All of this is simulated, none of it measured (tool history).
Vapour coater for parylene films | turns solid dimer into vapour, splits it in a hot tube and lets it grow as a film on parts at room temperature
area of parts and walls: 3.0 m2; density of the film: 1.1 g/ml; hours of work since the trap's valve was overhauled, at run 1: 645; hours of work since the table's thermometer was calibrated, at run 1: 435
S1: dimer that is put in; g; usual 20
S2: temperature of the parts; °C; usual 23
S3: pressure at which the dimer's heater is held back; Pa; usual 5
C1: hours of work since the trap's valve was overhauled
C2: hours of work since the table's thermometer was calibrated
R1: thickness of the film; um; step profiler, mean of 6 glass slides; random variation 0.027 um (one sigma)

Run 1, hour 0: usual settings; C1 645; C2 435. Result: R1 3.85 um.
At hour 22: trap's valve overhauled.
Run 2, hour 35.6: usual settings; C1 12; C2 463. Result: R1 4.56 um.
Run 3, hour 62.6: usual settings but S2 18 °C; C1 36; C2 487. Result: R1 5.07 um.
Run 4, hour 89.8: usual settings but S2 18 °C; C1 59; C2 510. Result: R1 5.02 um.
Run 5, hour 122.5: usual settings but S2 30 °C; C1 88; C2 539. Result: R1 3.8 um.
Run 6, hour 153.3: usual settings but S2 18 °C; C1 115; C2 566. Result: R1 5.01 um.
Run 7, hour 177.2: usual settings but S2 18 °C; C1 136; C2 587. Result: R1 4.99 um.
Run 8, hour 200.2: usual settings; C1 156; C2 607. Result: R1 4.41 um.
Run 9, hour 231.8: usual settings; C1 184; C2 635. Result: R1 4.41 um.
Run 10, hour 249.3: usual settings but S3 9.53 Pa; C1 199; C2 650. Result: R1 4.05 um.
Run 11, hour 265.3: usual settings but S2 15 °C; C1 213; C2 664. Result: R1 5.24 um.
Run 12, hour 283.4: usual settings but S2 15 °C; C1 229; C2 680. Result: R1 5.27 um.
Run 13, hour 309.3: usual settings; C1 252; C2 703. Result: R1 4.29 um.
Run 14, hour 335: usual settings; C1 275; C2 726. Result: R1 4.3 um.
Run 15, hour 356: usual settings but S3 7.76 Pa; C1 293; C2 744. Result: R1 4.07 um.
Run 16, hour 374.5: usual settings but S3 7.76 Pa; C1 309; C2 760. Result: R1 4.07 um.
Run 17, hour 397.6: usual settings but S3 2.58 Pa; C1 330; C2 780. Result: R1 4.54 um.
Run 18, hour 429.3: usual settings but S1 15 g, S2 21 °C, S3 2.52 Pa; C1 357; C2 808. Result: R1 3.59 um.
Run 19, hour 452.9: usual settings but S1 15 g, S2 21 °C, S3 2.52 Pa; C1 378; C2 829. Result: R1 3.55 um.
Run 20, hour 479.1: usual settings but S2 25 °C, S3 7.93 Pa; C1 401; C2 852. Result: R1 3.77 um.
Run 21, hour 507.8: usual settings but S2 34 °C, S3 2.54 Pa; C1 426; C2 877. Result: R1 3.44 um.
Run 22, hour 539.5: usual settings but S2 29 °C, S3 5.64 Pa; C1 454; C2 905. Result: R1 3.55 um.
Run 23, hour 564.1: usual settings but S1 21 g, S3 2.72 Pa; C1 476; C2 927. Result: R1 4.61 um.

Forecast run 24:
Run 24, hour 589.1: usual settings but S1 32 g, S2 32 °C, S3 9.87 Pa; C1 497; C2 948. Result: R1 ?.

Run 24 gave R1 4.91 um.
Without the tool's hidden state the same run would have given R1 5.42 um.
